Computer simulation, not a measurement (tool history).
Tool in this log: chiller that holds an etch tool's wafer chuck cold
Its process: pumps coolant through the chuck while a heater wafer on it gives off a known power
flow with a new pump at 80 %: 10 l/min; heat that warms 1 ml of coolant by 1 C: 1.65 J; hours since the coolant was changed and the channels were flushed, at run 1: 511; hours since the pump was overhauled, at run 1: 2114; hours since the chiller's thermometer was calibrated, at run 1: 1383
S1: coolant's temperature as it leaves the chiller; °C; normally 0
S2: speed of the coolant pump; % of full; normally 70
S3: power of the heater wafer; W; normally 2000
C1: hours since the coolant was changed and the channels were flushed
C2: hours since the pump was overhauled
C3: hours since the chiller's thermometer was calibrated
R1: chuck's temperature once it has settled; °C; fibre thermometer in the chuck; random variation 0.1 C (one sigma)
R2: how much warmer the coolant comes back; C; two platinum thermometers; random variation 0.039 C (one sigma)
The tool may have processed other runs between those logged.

Run 1, hour 0: usual settings; C1 511; C2 2114; C3 1383. Result: R1 27.3 °C, R2 8.7 C.
Run 2, hour 168.2: usual settings; C1 679; C2 2282; C3 1551. Result: R1 27.7 °C, R2 8.76 C.
Run 3, hour 301.3: usual settings; C1 812; C2 2415; C3 1684. Result: R1 27.8 °C, R2 8.86 C.
Run 4, hour 494.1: usual settings; C1 1005; C2 2608; C3 1877. Result: R1 27.8 °C, R2 8.81 C.
Run 5, hour 670.9: usual settings; C1 1182; C2 2785; C3 2054. Result: R1 28.4 °C, R2 8.82 C.
At hour 761.2: chiller's thermometer calibrated.
Run 6, hour 859.5: usual settings; C1 1369; C2 2972; C3 98. Result: R1 28.1 °C, R2 8.8 C.
Run 7, hour 1011.6: usual settings but S3 1748 W; C1 1521; C2 3124; C3 250. Result: R1 25 °C, R2 7.78 C.
Run 8, hour 1198.7: usual settings but S1 5 °C; C1 1709; C2 3311; C3 438. Result: R1 34 °C, R2 8.95 C.
Run 9, hour 1393.5: usual settings but S1 5 °C; C1 1903; C2 3506; C3 632. Result: R1 34.3 °C, R2 8.95 C.
Run 10, hour 1489.1: usual settings but S1 5 °C; C1 1999; C2 3602; C3 728. Result: R1 34.3 °C, R2 8.96 C.
Run 11, hour 1672.4: usual settings but S1 5 °C; C1 2182; C2 3785; C3 911. Result: R1 34.5 °C, R2 8.98 C.
Run 12, hour 1834.9: usual settings; C1 2345; C2 3948; C3 1074. Result: R1 30 °C, R2 9.05 C.
Run 13, hour 1991.5: usual settings; C1 2501; C2 4104; C3 1230. Result: R1 30.1 °C, R2 9.11 C.
Run 14, hour 2131.2: usual settings; C1 2641; C2 4244; C3 1370. Result: R1 30.4 °C, R2 9.03 C.
Run 15, hour 2325.9: usual settings; C1 2836; C2 4439; C3 1565. Result: R1 30.8 °C, R2 9.16 C.
Run 16, hour 2430.2: usual settings but S3 1757 W; C1 2940; C2 4543; C3 1669. Result: R1 27.2 °C, R2 8.1 C.
Run 17, hour 2590.2: usual settings but S3 1757 W; C1 3100; C2 4703; C3 1829. Result: R1 27.5 °C, R2 8.04 C.
Run 18, hour 2740.1: usual settings but S1 -9 °C, S3 2206 W; C1 3250; C2 4853; C3 1979. Result: R1 26.1 °C, R2 10.25 C.
Run 19, hour 2852.8: usual settings but S1 -9 °C, S2 74 % of full, S3 2206 W; C1 3363; C2 4966; C3 2092. Result: R1 24.5 °C, R2 9.66 C.
At hour 2909.1: chiller's thermometer calibrated.
Run 20, hour 2978.6: usual settings but S1 10 °C, S2 67 % of full, S3 1178 W; C1 3488; C2 5090; C3 70. Result: R1 29.4 °C, R2 5.78 C.
Run 21, hour 3152.6: usual settings but S1 4 °C, S2 67 % of full, S3 1024 W; C1 3661; C2 5264; C3 243. Result: R1 20.9 °C, R2 4.97 C.
Run 22, hour 3264.4: usual settings but S1 9 °C, S2 86 % of full, S3 2742 W; C1 3773; C2 5376; C3 355. Result: R1 45.8 °C, R2 10.29 C.
Run 23, hour 3358: usual settings but S1 -3 °C, S2 73 % of full, S3 1628 W; C1 3867; C2 5470; C3 449. Result: R1 22.4 °C, R2 7.29 C.
Run 24, hour 3490.6: usual settings but S1 1 °C, S2 79 % of full; C1 4000; C2 5602; C3 582. Result: R1 30.3 °C, R2 8.3 C.
Run 25, hour 3624.8: usual settings but S1 -5 °C, S2 80 % of full, S3 1855 W; C1 4134; C2 5737; C3 716. Result: R1 22.1 °C, R2 7.57 C.
Run 26, hour 3794.4: usual settings but S1 -5 °C, S2 81 % of full, S3 1637 W; C1 4303; C2 5906; C3 885. Result: R1 19.1 °C, R2 6.66 C.
Run 27, hour 3994.5: usual settings but S1 -5 °C, S2 81 % of full, S3 1637 W; C1 4503; C2 6106; C3 1085. Result: R1 19.2 °C, R2 6.65 C.
Run 28, hour 4105.1: usual settings but S1 7 °C, S2 100 % of full, S3 1261 W; C1 4614; C2 6217; C3 1196. Result: R1 22.8 °C, R2 4.1 C.
At hour 4146.1: coolant changed, channels flushed.
Run 29, hour 4206: usual settings but S1 7 °C, S2 100 % of full, S3 1261 W; C1 60; C2 6312; C3 1291. Result: R1 20.5 °C, R2 4.1 C.
Run 30, hour 4326.3: usual settings but S1 4 °C, S2 67 % of full; C1 180; C2 6432; C3 1411. Result: R1 34.1 °C, R2 10.01 C.
Run 31, hour 4486.8: usual settings but S2 74 % of full, S3 2609 W; C1 341; C2 6592; C3 1572. Result: R1 36.7 °C, R2 11.78 C.

Branching from run 31: 4 alternative next runs. What would each branch give?
Run A, hour 4576.9: usual settings but S2 63 % of full, S3 2609 W; C1 431; C2 6683; C3 1662. Result: R1 ?, R2 ?.
Run B, hour 4576.9: usual settings but S2 82 % of full, S3 2609 W; C1 431; C2 6683; C3 1662. Result: R1 ?, R2 ?.
Run C, hour 4576.9: usual settings but S3 1785 W; C1 431; C2 6683; C3 1662. Result: R1 ?, R2 ?.
Run D, hour 4576.9: usual settings but S1 -6 °C, S2 74 % of full, S3 1055 W; C1 431; C2 6683; C3 1662. Result: R1 ?, R2 ?.

run    R1     R2
  A  42.3  13.94
  B  33.6  10.67
  C  26.5    8.5
  D   8.9   4.72
Take away the tool's hidden state, keep each run's random variation, and the runs would have read:
run    R1     R2
  A  36.8  12.13
  B  29.2   9.29
  C  23.1    7.4
  D   6.9   4.11
